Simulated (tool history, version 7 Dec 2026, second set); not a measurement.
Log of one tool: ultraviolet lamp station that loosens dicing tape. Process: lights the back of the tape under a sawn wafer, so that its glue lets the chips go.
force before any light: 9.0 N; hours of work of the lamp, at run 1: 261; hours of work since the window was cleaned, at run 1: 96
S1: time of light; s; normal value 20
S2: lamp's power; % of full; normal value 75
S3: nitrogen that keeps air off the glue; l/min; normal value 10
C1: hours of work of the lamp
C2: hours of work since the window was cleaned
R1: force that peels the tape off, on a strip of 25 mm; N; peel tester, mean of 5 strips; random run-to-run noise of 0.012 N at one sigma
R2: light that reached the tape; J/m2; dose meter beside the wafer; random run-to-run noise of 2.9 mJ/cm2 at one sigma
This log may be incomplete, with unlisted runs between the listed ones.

Run 1, hour 0: usual settings; C1 261; C2 96. Result: R1 0.702 N, R2 3820 J/m2.
Run 2, hour 19.3: usual settings; C1 276; C2 111. Result: R1 0.698 N, R2 3790 J/m2.
Run 3, hour 33.4: usual settings but S1 13 s; C1 287; C2 122. Result: R1 1.656 N, R2 2390 J/m2.
Run 4, hour 45.4: usual settings but S1 13 s; C1 297; C2 131. Result: R1 1.623 N, R2 2430 J/m2.
Run 5, hour 56.8: usual settings; C1 306; C2 140. Result: R1 0.74 N, R2 3700 J/m2.
Run 6, hour 83.4: usual settings; C1 326; C2 161. Result: R1 0.783 N, R2 3610 J/m2.
Run 7, hour 97.7: usual settings but S3 4 l/min; C1 338; C2 173. Result: R1 1.517 N, R2 3660 J/m2.
Run 8, hour 115.1: usual settings but S3 17 l/min; C1 351; C2 186. Result: R1 0.531 N, R2 3590 J/m2.
Run 9, hour 133.7: usual settings but S1 36 s, S3 17 l/min; C1 366; C2 201. Result: R1 0.2 N, R2 6520 J/m2.
Run 10, hour 146.8: usual settings but S1 36 s, S3 17 l/min; C1 376; C2 211. Result: R1 0.21 N, R2 6400 J/m2.
Run 11, hour 163.7: usual settings but S1 36 s, S3 17 l/min; C1 390; C2 224. Result: R1 0.2 N, R2 6400 J/m2.
Run 12, hour 177.5: usual settings but S1 13 s, S3 13 l/min; C1 400; C2 235. Result: R1 1.629 N, R2 2280 J/m2.
At hour 183: window cleaned of glue's vapour.
Run 13, hour 205.1: usual settings but S3 6 l/min; C1 422; C2 17. Result: R1 1.133 N, R2 3680 J/m2.
Run 14, hour 231.2: usual settings but S1 10 s, S2 94 % of full; C1 442; C2 38. Result: R1 1.819 N, R2 2270 J/m2.
Run 15, hour 249.6: usual settings but S1 31 s, S2 94 % of full; C1 457; C2 52. Result: R1 0.216 N, R2 6940 J/m2.
Run 16, hour 272.4: usual settings but S1 10 s, S2 90 % of full; C1 475; C2 70. Result: R1 2.019 N, R2 2150 J/m2.
Run 17, hour 299.5: usual settings but S1 10 s, S2 90 % of full, S3 5 l/min; C1 496; C2 92. Result: R1 2.866 N, R2 2120 J/m2.
Run 18, hour 312.5: usual settings but S1 12 s, S2 90 % of full, S3 5 l/min; C1 506; C2 102. Result: R1 2.347 N, R2 2490 J/m2.
Run 19, hour 331.2: usual settings but S1 12 s, S3 3 l/min; C1 521; C2 116. Result: R1 3.503 N, R2 2070 J/m2.
Run 20, hour 344.9: usual settings but S1 10 s, S2 99 % of full, S3 9 l/min; C1 532; C2 127. Result: R1 1.963 N, R2 2240 J/m2.
Run 21, hour 362: usual settings but S1 10 s, S2 99 % of full, S3 9 l/min; C1 545; C2 141. Result: R1 1.923 N, R2 2230 J/m2.
Run 22, hour 382.2: usual settings but S1 27 s, S2 78 % of full; C1 561; C2 157. Result: R1 0.424 N, R2 4820 J/m2.

Measured less the same run without the tool's hidden state. The same run-to-run variation is in both; the gauge's scatter may not be:
Hidden conditions of the tool in this case: lamp's light, % of a new lamp's; light that the window lets through, % of a clean one's; drift of the gauge itself on peel_n, %; drift of the gauge itself on dose_mj_cm2, %.
run      R1     R2
  1  +0.153   -450
  2  +0.163   -490
  3  +0.324   -330
  4   +0.33   -350
  5  +0.191   -560
  6  +0.217   -600
  7  +0.371   -620
  8  +0.159   -650
  9   +0.02  -1230
 10  +0.023  -1270
 11  +0.022  -1320
 12  +0.475   -490
 13  +0.284   -580
 14  +0.412   -390
 15  +0.029  -1270
 16  +0.489   -420
 17  +0.599   -450
 18  +0.582   -550
 19  +0.658   -480
 20  +0.572   -540
 21  +0.573   -550
 22  +0.153  -1250
